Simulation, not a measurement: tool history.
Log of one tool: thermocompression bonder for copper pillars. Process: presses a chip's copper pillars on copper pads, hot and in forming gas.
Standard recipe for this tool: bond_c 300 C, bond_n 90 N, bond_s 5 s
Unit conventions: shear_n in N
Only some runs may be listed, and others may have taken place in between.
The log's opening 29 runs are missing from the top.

run    hour  bond_c  bond_n  bond_s  shear_n
 30   928.3     284      83       5     68.6
 31   953.1     283      90       5     74.3
 32   974.8     292      84       5     78.0
 33  1011.8     300     106       5    101.6
 34  1048.5     302      91      11    108.9
 35  1070.3     302      91      11    109.9
 36  1109.8     324     121       6    127.1
 37  1142.6     324     121       6    124.6
 38  1181.2     324     121       6    122.7

5 options for the next run, each taken on its own from the tool as it stands now. Forecast them:
  A  1206.6     324      97      10        ?
  B  1206.6     306      96      12        ?
  C  1206.6     300     126      15        ?
  D  1206.6     300      82       5        ?
  E  1206.6     319     122      12        ?

run  shear_n
  A    122.2
  B    115.1
  C    130.8
  D     76.8
  E    133.9
Stripped of hidden state, with their random variation kept, the same runs would have yielded:
run  shear_n
  A    132.6
  B    126.0
  C    141.1
  D     86.3
  E    143.7
